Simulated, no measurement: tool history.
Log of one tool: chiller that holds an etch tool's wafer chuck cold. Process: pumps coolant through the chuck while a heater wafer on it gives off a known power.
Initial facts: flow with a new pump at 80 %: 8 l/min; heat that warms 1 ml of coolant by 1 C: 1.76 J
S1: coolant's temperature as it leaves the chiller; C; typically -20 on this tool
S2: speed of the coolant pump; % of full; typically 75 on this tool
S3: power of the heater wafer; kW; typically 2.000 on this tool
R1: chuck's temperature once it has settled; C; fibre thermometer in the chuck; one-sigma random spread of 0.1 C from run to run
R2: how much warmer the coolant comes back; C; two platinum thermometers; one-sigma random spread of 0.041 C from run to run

Run 1, hour 0.0: usual settings. Result: R1 0.2 C, R2 9.07 C.
Run 2, hour 16.7: usual settings. Result: R1 0.2 C, R2 9.10 C.
Run 3, hour 54.0: usual settings. Result: R1 0.4 C, R2 9.10 C.
Run 4, hour 77.7: usual settings but S1 -19 C. Result: R1 1.5 C, R2 9.17 C.
Run 5, hour 101.8: usual settings but S1 -25 C. Result: R1 -4.6 C, R2 9.13 C.
Run 6, hour 139.4: usual settings but S1 -25 C. Result: R1 -4.6 C, R2 9.13 C.
Run 7, hour 175.1: usual settings but S1 -16 C. Result: R1 4.5 C, R2 9.13 C.
Run 8, hour 191.6: usual settings but S1 -16 C, S3 1.271 kW. Result: R1 -3.1 C, R2 5.87 C.
Run 9, hour 219.8: usual settings but S1 -16 C, S3 1.271 kW. Result: R1 -2.8 C, R2 5.82 C.
Run 10, hour 257.2: usual settings but S2 73 % of full. Result: R1 0.8 C, R2 9.38 C.
Run 11, hour 290.5: usual settings but S2 73 % of full. Result: R1 1.0 C, R2 9.53 C.
Run 12, hour 321.2: usual settings but S2 73 % of full. Result: R1 1.0 C, R2 9.34 C.
Run 13, hour 343.5: usual settings but S1 -29 C. Result: R1 -8.6 C, R2 9.12 C.
Run 14, hour 360.5: usual settings. Result: R1 0.6 C, R2 9.09 C.
At hour 368.3: coolant pump overhauled.
Run 15, hour 382.6: usual settings. Result: R1 0.6 C, R2 9.16 C.
Run 16, hour 398.6: usual settings but S1 -27 C. Result: R1 -6.4 C, R2 9.21 C.
Run 17, hour 425.2: usual settings but S1 -27 C. Result: R1 -6.4 C, R2 9.11 C.
At hour 446.1: coolant pump overhauled, once more.
Run 18, hour 456.1: usual settings but S1 -27 C, S2 80 % of full, S3 1.386 kW. Result: R1 -13.4 C, R2 5.82 C.
Run 19, hour 483.7: usual settings but S1 -27 C, S2 80 % of full, S3 1.386 kW. Result: R1 -13.3 C, R2 5.85 C.
Run 20, hour 505.7: usual settings but S1 -27 C, S2 80 % of full, S3 1.386 kW. Result: R1 -13.3 C, R2 5.92 C.
Run 21, hour 536.1: usual settings but S1 -27 C, S2 80 % of full, S3 1.386 kW. Result: R1 -13.5 C, R2 5.83 C.
Run 22, hour 557.8: usual settings but S1 -27 C, S2 80 % of full, S3 1.386 kW. Result: R1 -13.1 C, R2 5.85 C.
Run 23, hour 595.2: usual settings but S1 -14 C, S2 70 % of full, S3 2.510 kW. Result: R1 13.1 C, R2 12.11 C.
Run 24, hour 631.6: usual settings but S1 -28 C, S2 65 % of full, S3 1.889 kW. Result: R1 -6.5 C, R2 9.98 C.
Run 25, hour 654.8: usual settings but S1 -28 C, S2 65 % of full, S3 1.889 kW. Result: R1 -6.4 C, R2 9.90 C.
Run 26, hour 674.3: usual settings but S1 -24 C, S2 97 % of full, S3 2.650 kW. Result: R1 -1.9 C, R2 9.20 C.
Run 27, hour 709.7: usual settings but S1 -13 C, S2 76 % of full, S3 2.073 kW. Result: R1 8.1 C, R2 9.28 C.
Run 28, hour 732.3: usual settings but S1 -12 C, S2 98 % of full, S3 1.714 kW. Result: R1 2.5 C, R2 5.89 C.
Run 29, hour 752.3: usual settings but S1 -12 C, S2 98 % of full, S3 1.714 kW. Result: R1 2.6 C, R2 5.94 C.
Run 30, hour 782.4: usual settings but S1 -23 C, S2 84 % of full, S3 2.917 kW. Result: R1 4.3 C, R2 11.77 C.
Run 31, hour 818.4: usual settings but S1 -23 C, S2 84 % of full, S3 2.917 kW. Result: R1 4.4 C, R2 11.77 C.
Run 32, hour 856.5: usual settings but S1 -27 C, S2 90 % of full, S3 1.732 kW. Result: R1 -11.4 C, R2 6.58 C.

Results for each run, recomputed without the tool's hidden state and with each run's random variation untouched:
Hidden state at play: heat passed by the chuck's channels, % of clean ones'; flow at a given pump speed, % of a new pump's; coolant's true temperature over the reading, C; drift of the gauge itself on chuck_c, C; drift of the gauge itself on warmer_back_c, C.
run     R1     R2
  1   -0.1   9.06
  2   -0.1   9.09
  3    0.1   9.08
  4    1.1   9.15
  5   -4.9   9.10
  6   -5.0   9.10
  7    4.0   9.09
  8   -3.5   5.85
  9   -3.2   5.79
 10    0.3   9.33
 11    0.5   9.47
 12    0.5   9.28
 13   -9.2   9.05
 14    0.0   9.02
 15    0.0   9.06
 16   -7.0   9.11
 17   -7.0   9.01
 18  -13.8   5.85
 19  -13.7   5.88
 20  -13.7   5.94
 21  -13.9   5.85
 22  -13.5   5.87
 23   12.5  12.14
 24   -7.0  10.00
 25   -7.0   9.92
 26   -2.5   9.21
 27    7.5   9.28
 28    2.0   5.89
 29    2.0   5.93
 30    3.5  11.76
 31    3.6  11.75
 32  -12.0   6.56
